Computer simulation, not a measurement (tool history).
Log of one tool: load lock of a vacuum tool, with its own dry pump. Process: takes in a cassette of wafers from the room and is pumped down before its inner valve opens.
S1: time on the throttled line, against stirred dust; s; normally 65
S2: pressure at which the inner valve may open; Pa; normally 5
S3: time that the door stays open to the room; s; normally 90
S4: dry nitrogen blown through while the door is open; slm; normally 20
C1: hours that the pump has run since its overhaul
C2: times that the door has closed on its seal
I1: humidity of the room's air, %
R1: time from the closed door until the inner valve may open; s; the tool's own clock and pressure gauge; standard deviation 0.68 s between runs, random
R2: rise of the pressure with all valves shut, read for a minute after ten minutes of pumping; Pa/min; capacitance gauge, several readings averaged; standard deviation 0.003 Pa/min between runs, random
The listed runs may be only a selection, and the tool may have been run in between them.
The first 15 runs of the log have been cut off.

{"run": 16, "hour": 2752.8, "S1": 65, "S2": 5, "S3": 90, "S4": 13, "C1": 12685, "C2": 6672, "I1": 46.4, "R1": 102.9, "R2": 0.033}
{"run": 17, "hour": 3013.0, "S1": 65, "S2": 8, "S3": 55, "S4": 13, "C1": 12946, "C2": 6970, "I1": 44.1, "R1": 101.5, "R2": 0.027}
{"run": 18, "hour": 3134.8, "S1": 32, "S2": 5, "S3": 90, "S4": 25, "C1": 13067, "C2": 7110, "I1": 41.7, "R1": 74.6, "R2": 0.025}
{"run": 19, "hour": 3335.4, "S1": 120, "S2": 7, "S3": 28, "S4": 7, "C1": 13268, "C2": 7340, "I1": 43.5, "R1": 147.6, "R2": 0.018}
{"run": 20, "hour": 3460.9, "S1": 120, "S2": 4, "S3": 28, "S4": 7, "C1": 13394, "C2": 7484, "I1": 44.1, "R1": 150.3, "R2": 0.019}
{"run": 21, "hour": 3610.6, "S1": 94, "S2": 8, "S3": 122, "S4": 14, "C1": 13543, "C2": 7655, "I1": 46.2, "R1": 125.9, "R2": 0.033}
{"run": 22, "hour": 3843.5, "S1": 65, "S2": 8, "S3": 87, "S4": 20, "C1": 13776, "C2": 7922, "I1": 41.7, "R1": 100.3, "R2": 0.023}
{"run": 23, "hour": 4051.1, "S1": 88, "S2": 7, "S3": 87, "S4": 20, "C1": 13984, "C2": 8160, "I1": 45.2, "R1": 119.3, "R2": 0.024}
{"run": 24, "hour": 4277.2, "S1": 88, "S2": 7, "S3": 87, "S4": 20, "C1": 14210, "C2": 8419, "I1": 43.1, "R1": 119.5, "R2": 0.024}
{"run": 25, "hour": 4530.3, "S1": 79, "S2": 5, "S3": 90, "S4": 20, "C1": 14463, "C2": 8710, "I1": 45.5, "R1": 115.9, "R2": 0.025}
{"run": 26, "hour": 4756.8, "S1": 65, "S2": 5, "S3": 45, "S4": 5, "C1": 14689, "C2": 8969, "I1": 43.3, "R1": 103.2, "R2": 0.029}
{"run": 27, "hour": 4901.8, "S1": 65, "S2": 5, "S3": 87, "S4": 20, "C1": 14834, "C2": 9135, "I1": 42.9, "R1": 102.8, "R2": 0.024}
{"run": 28, "hour": 5139.1, "S1": 65, "S2": 5, "S3": 87, "S4": 20, "C1": 15072, "C2": 9408, "I1": 44, "R1": 101.5, "R2": 0.022}
{"run": 29, "hour": 5355.6, "S1": 65, "S2": 5, "S3": 87, "S4": 20, "C1": 15288, "C2": 9656, "I1": 45.5, "R1": 102.6, "R2": 0.026}
{"run": 30, "hour": 5525.3, "S1": 65, "S2": 5, "S3": 236, "S4": 20, "C1": 15458, "C2": 9850, "I1": 45.3, "R1": 102.8, "R2": 0.035}
{"hour": 5728.4, "done": "dry pump taken out, an overhauled one fitted"}
{"run": 31, "hour": 5761.4, "S1": 65, "S2": 5, "S3": 236, "S4": 20, "C1": 33, "C2": 10114, "I1": 45.7, "R1": 102.6, "R2": 0.039}

What if the next run were any one of these 5? Each begins from the tool's condition after run 31:
{"run": "A", "hour": 6008.7, "S1": 65, "S2": 5, "S3": 236, "S4": 12, "C1": 280, "C2": 10398, "I1": 44.4, "R1": "?", "R2": "?"}
{"run": "B", "hour": 6008.7, "S1": 65, "S2": 8, "S3": 157, "S4": 6, "C1": 280, "C2": 10398, "I1": 42.4, "R1": "?", "R2": "?"}
{"run": "C", "hour": 6008.7, "S1": 65, "S2": 5, "S3": 155, "S4": 6, "C1": 280, "C2": 10398, "I1": 43.8, "R1": "?", "R2": "?"}
{"run": "D", "hour": 6008.7, "S1": 45, "S2": 10, "S3": 86, "S4": 20, "C1": 280, "C2": 10398, "I1": 46.4, "R1": "?", "R2": "?"}
{"run": "E", "hour": 6008.7, "S1": 87, "S2": 7, "S3": 236, "S4": 20, "C1": 280, "C2": 10398, "I1": 42.3, "R1": "?", "R2": "?"}

run=A R1=103.6 R2=0.036
run=B R1=102.4 R2=0.036
run=C R1=102.5 R2=0.033
run=D R1=82.1 R2=0.024
run=E R1=119.6 R2=0.028
Stripped of hidden state, with their random variation kept, the same runs would have yielded:
run=A R1=103.6 R2=0.036
run=B R1=102.4 R2=0.036
run=C R1=102.5 R2=0.033
run=D R1=82.1 R2=0.023
run=E R1=119.6 R2=0.028

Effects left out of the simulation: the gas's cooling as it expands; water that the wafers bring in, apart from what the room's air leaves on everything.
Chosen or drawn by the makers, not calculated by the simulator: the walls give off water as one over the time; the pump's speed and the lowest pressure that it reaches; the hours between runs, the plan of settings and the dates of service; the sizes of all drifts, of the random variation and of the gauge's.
